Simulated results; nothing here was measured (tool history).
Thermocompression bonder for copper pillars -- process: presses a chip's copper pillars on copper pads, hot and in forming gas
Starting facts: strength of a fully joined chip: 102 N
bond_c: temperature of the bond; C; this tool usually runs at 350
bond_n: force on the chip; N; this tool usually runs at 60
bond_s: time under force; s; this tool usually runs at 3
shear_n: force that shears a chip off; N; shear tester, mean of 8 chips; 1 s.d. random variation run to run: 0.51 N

run	day	bond_c	bond_n	bond_s	shear_n
1	0	350	60	3	59.5
2	2.133	350	60	5	67.6
# day 3.771: forming gas filter changed
3	4.196	350	60	5	71.1
4	6.554	350	60	5	70.7
5	9.075	350	60	5	69.5
6	10.796	350	60	5	69.9
7	13.467	350	60	5	69.7
# day 14.654: forming gas filter changed
8	15.675	350	60	8	79.3
9	17.096	350	60	8	80.1
10	19.588	350	60	8	78
11	21.654	350	60	8	79.3
12	24.121	350	60	8	77.8
# day 25.5: forming gas filter changed
13	26.038	333	60	8	75.3
14	27.708	350	60	4	68
15	30.238	350	60	4	68
16	31.45	350	60	3	62.7
17	33.454	368	67	2	63.8
# day 36.333: forming gas filter changed
18	36.333	368	67	2	66.7
19	37.712	356	66	4	74.3
20	40.621	377	60	2	66.3
21	41.867	346	79	6	81.7

What does the tool deliver on the next run?
22	43.717	335	54	3	?

Logged for run 22: shear_n 54 N.
With the hidden condition absent and the run-to-run variation left alone, this run would have shown shear_n 48.4 N.
